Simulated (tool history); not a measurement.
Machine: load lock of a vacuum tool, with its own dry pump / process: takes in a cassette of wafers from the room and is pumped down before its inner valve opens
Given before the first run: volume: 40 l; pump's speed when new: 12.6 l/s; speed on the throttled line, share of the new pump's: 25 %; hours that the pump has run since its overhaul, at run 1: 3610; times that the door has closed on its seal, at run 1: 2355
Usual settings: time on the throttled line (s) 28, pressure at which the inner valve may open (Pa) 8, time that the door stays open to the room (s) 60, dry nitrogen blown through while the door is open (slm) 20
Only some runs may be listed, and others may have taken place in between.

| run | hour | time on the throttled line (s) | pressure at which the inner valve may open (Pa) | time that the door stays open to the room (s) | dry nitrogen blown through while the door is open (slm) | hours that the pump has run since its overhaul | times that the door has closed on its seal | incoming humidity of the room's air, % | time from the closed door until the inner valve may open (s) | rise of the pressure with all valves shut (Pa/min) |
|---|---|---|---|---|---|---|---|---|---|---|
| 1 | 0.0 | 28 | 8 | 60 | 20 | 3610 | 2355 | 45.0 | 52.0 | 0.045 |
| 2 | 59.8 | 28 | 8 | 60 | 20 | 3669 | 2457 | 41.7 | 52.3 | 0.041 |
| 3 | 108.7 | 18 | 8 | 60 | 20 | 3718 | 2541 | 45.9 | 44.8 | 0.050 |
| 4 | 165.4 | 28 | 8 | 60 | 20 | 3775 | 2638 | 47.4 | 51.8 | 0.052 |
| 5 | 259.3 | 28 | 8 | 60 | 20 | 3869 | 2798 | 45.2 | 52.1 | 0.048 |
| 6 | 332.1 | 28 | 8 | 60 | 20 | 3942 | 2922 | 43.0 | 52.0 | 0.047 |
| 7 | 390.4 | 28 | 8 | 60 | 20 | 4000 | 3022 | 44.2 | 51.8 | 0.045 |
| 8 | 485.3 | 28 | 8 | 142 | 20 | 4095 | 3184 | 47.9 | 52.3 | 0.071 |
| 9 | 532.1 | 28 | 8 | 60 | 10 | 4142 | 3264 | 40.1 | 52.2 | 0.055 |
| 10 | 636.9 | 28 | 8 | 60 | 10 | 4247 | 3443 | 46.0 | 51.9 | 0.060 |
| 11 | 697.5 | 28 | 8 | 60 | 10 | 4307 | 3547 | 43.5 | 51.7 | 0.055 |
| 12 | 752.9 | 28 | 8 | 60 | 10 | 4363 | 3641 | 44.3 | 51.9 | 0.059 |
| 13 | 807.2 | 30 | 14 | 28 | 14 | 4417 | 3734 | 45.1 | 51.5 | 0.036 |
| 14 | 919.9 | 18 | 8 | 60 | 20 | 4530 | 3927 | 50.3 | 44.8 | 0.058 |
| 15 | 983.4 | 28 | 11 | 182 | 20 | 4593 | 4035 | 42.1 | 51.2 | 0.072 |
| 16 | 1070.3 | 28 | 11 | 182 | 20 | 4680 | 4184 | 45.6 | 51.3 | 0.079 |
| 17 | 1124.6 | 28 | 11 | 182 | 20 | 4734 | 4277 | 45.0 | 50.7 | 0.075 |
| 18 | 1218.9 | 15 | 13 | 60 | 20 | 4829 | 4438 | 44.1 | 40.4 | 0.059 |
| 19 | 1297.2 | 28 | 12 | 60 | 20 | 4907 | 4572 | 47.5 | 51.6 | 0.058 |
| 20 | 1372.6 | 28 | 12 | 60 | 20 | 4982 | 4700 | 45.7 | 49.8 | 0.058 |
| 21 | 1460.9 | 42 | 8 | 60 | 20 | 5071 | 4851 | 44.1 | 62.7 | 0.054 |
| 22 | 1522.8 | 42 | 8 | 60 | 20 | 5132 | 4957 | 45.4 | 63.8 | 0.062 |
| 23 | 1612.5 | 42 | 7 | 60 | 20 | 5222 | 5110 | 45.5 | 63.5 | 0.058 |

Here are 4 independent what-if runs from the current tool condition. What would each one return?
| A | 1687.8 | 28 | 11 | 134 | 6 | 5297 | 5239 | 42.1 | ? | ? |
| B | 1687.8 | 42 | 7 | 85 | 10 | 5297 | 5239 | 45.1 | ? | ? |
| C | 1687.8 | 50 | 7 | 60 | 20 | 5297 | 5239 | 44.1 | ? | ? |
| D | 1687.8 | 38 | 8 | 41 | 20 | 5297 | 5239 | 47.4 | ? | ? |

| run | time from the closed door until the inner valve may open (s) | rise of the pressure with all valves shut (Pa/min) |
|---|---|---|
| A | 51.3 | 0.090 |
| B | 63.4 | 0.073 |
| C | 70.3 | 0.057 |
| D | 59.6 | 0.054 |
With no hidden state in the tool, these same runs would have given:
| run | time from the closed door until the inner valve may open (s) | rise of the pressure with all valves shut (Pa/min) |
|---|---|---|
| A | 50.1 | 0.067 |
| B | 62.3 | 0.051 |
| C | 69.3 | 0.034 |
| D | 58.5 | 0.031 |
